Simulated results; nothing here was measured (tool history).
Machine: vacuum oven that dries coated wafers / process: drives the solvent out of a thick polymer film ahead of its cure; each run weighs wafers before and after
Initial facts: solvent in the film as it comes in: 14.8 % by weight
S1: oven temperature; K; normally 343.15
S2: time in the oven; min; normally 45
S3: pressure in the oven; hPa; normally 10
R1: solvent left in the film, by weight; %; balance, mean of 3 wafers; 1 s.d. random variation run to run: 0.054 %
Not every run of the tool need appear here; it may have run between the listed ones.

run	hour	S1	S2	S3	R1
1	0	343.15	45	10	2.08
2	12.1	343.15	45	10	2.13
3	24.8	343.15	45	10	2.13
4	41.2	343.15	45	10	2.23
5	48.9	343.15	76	10	1.26
6	65.9	343.15	76	10	1.3
7	80.8	343.15	76	11.6	1.48
8	88.4	343.15	69	10	1.39
9	103.9	343.15	69	10	1.4
10	111.4	343.15	45	10	2.22
11	120.6	343.15	45	10	2.07
12	129.9	343.15	45	10	2.21
13	137	343.15	45	10	2.18
14	153.9	343.15	45	10	2.27
15	170.8	335.15	24	8	6.95
16	178.2	333.15	45	8.3	5.21
17	186.6	333.15	45	8.3	5.16
18	199.9	333.15	45	8.3	5.09
19	208.4	333.15	45	8.3	5.22
20	222.4	333.15	45	8.3	5.29

Estimate the outcome of run 21 from the log above:
21	235.9	333.15	45	8.3	?

{"run 21": {"R1": 5.28}}
With no hidden state in the tool, this same run would have given R1 5.06 %.
